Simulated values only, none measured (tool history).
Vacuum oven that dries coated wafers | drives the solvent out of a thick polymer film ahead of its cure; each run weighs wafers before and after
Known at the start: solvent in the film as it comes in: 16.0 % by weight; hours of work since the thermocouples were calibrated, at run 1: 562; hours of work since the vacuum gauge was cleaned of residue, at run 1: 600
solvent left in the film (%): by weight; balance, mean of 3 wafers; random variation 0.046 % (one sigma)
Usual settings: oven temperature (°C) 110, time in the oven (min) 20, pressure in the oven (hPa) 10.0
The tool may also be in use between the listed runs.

run     day  oven temperature (°C)  time in the oven (min)  pressure in the oven (hPa)  hours of work since the thermocouples were calibrated  hours of work since the vacuum gauge was cleaned of residue  solvent left in the film (%)
  1   0.000                    110                      20                        10.0                                                    562                                                          600                          2.08
  2   1.012                    110                      20                        10.0                                                    581                                                          618                          2.07
  3   2.638                    117                      20                        10.0                                                    610                                                          648                          1.32
  4   4.696                    117                      20                        10.0                                                    648                                                          686                          1.34
  5   6.375                    117                      20                        10.0                                                    678                                                          716                          1.51
  6   7.421                    117                      20                        10.0                                                    697                                                          735                          1.48
  7   8.808                    117                      20                        10.0                                                    723                                                          760                          1.45
  8  10.933                    117                      20                        10.0                                                    761                                                          799                          1.52
  9  12.767                    117                      20                        10.0                                                    795                                                          833                          1.57
 10  14.879                    110                      20                        10.0                                                    833                                                          871                          2.36
 11  16.233                    110                      20                        10.0                                                    858                                                          896                          2.37
 12  17.558                    110                      18                        10.0                                                    882                                                          920                          2.57
 13  19.192                    110                      18                        10.0                                                    912                                                          950                          2.59
 14  20.846                    110                      25                        10.0                                                    942                                                          980                          2.06
 15  22.483                    110                      20                        10.0                                                    972                                                         1009                          2.46
 16  24.312                    110                      20                        10.0                                                   1005                                                         1043                          2.41
 17  25.675                    110                      20                        33.0                                                   1030                                                         1068                          5.35
 18  26.800                    110                      20                        33.0                                                   1050                                                         1088                          5.34
 19  27.858                    110                      12                        33.0                                                   1069                                                         1107                          6.30
     28.117  -- vacuum gauge cleaned of residue and calibrated
 20  29.375                    110                      12                        33.0                                                   1096                                                           23                          6.69
 21  30.983                    110                      12                        33.0                                                   1125                                                           52                          6.85
     32.279  -- vacuum gauge cleaned of residue and calibrated, once more
     32.621  -- oven's thermocouples calibrated
 22  33.267                    110                      12                        33.0                                                     12                                                           17                          5.41
 23  35.058                    101                      26                        33.5                                                     44                                                           49                          6.25
 24  36.212                    101                      26                        33.5                                                     65                                                           70                          6.47
 25  38.212                    104                      26                        20.7                                                    102                                                          107                          3.75
 26  40.617                    104                      16                        27.2                                                    146                                                          150                          5.71
 27  42.088                    121                      26                        27.2                                                    172                                                          177                          2.41
 28  43.404                    121                      26                        27.2                                                    196                                                          201                          2.53
 29  45.038                    121                      26                        27.2                                                    226                                                          231                          2.41
 30  47.029                    121                      26                        27.2                                                    262                                                          267                          2.47
 31  48.896                    110                      24                         6.8                                                    296                                                          301                          1.24
 32  50.604                    110                      28                        16.3                                                    327                                                          332                          2.37
 33  52.171                    124                      11                        16.8                                                    356                                                          361                          1.71
 34  53.917                    110                      34                        29.7                                                    388                                                          393                          4.08
 35  55.367                    113                      14                        14.7                                                    414                                                          419                          2.76
 36  56.475                    117                      28                        11.6                                                    434                                                          439                          1.42
 37  57.938                    112                      17                        37.9                                                    461                                                          466                          5.12
 38  59.888                    108                      17                         5.6                                                    496                                                          501                          2.08
 39  61.133                    110                      20                         7.9                                                    519                                                          524                          1.79
 40  63.592                    115                      14                         6.0                                                    564                                                          569                          1.66
 41  65.125                    115                      14                         6.0                                                    592                                                          597                          1.58
 42  66.692                    110                      20                        13.4                                                    620                                                          625                          2.49

5 ways to go on from here, each from the tool as it stands after run 42. What would each give?
  A  68.121                    110                      10                        10.0                                                    647                                                          651                             ?
  B  68.121                    110                      20                         9.1                                                    647                                                          651                             ?
  C  68.121                    110                      25                         6.5                                                    647                                                          651                             ?
  D  68.121                    106                      16                         8.8                                                    647                                                          651                             ?
  E  68.121                     97                      20                         7.9                                                    647                                                          651                             ?

run  solvent left in the film (%)
  A                          4.13
  B                          2.12
  C                          1.41
  D                          3.40
  E                          4.86
Without the tool's hidden state the same runs would have given:
run  solvent left in the film (%)
  A                          3.57
  B                          1.63
  C                          0.97
  D                          2.81
  E                          4.12

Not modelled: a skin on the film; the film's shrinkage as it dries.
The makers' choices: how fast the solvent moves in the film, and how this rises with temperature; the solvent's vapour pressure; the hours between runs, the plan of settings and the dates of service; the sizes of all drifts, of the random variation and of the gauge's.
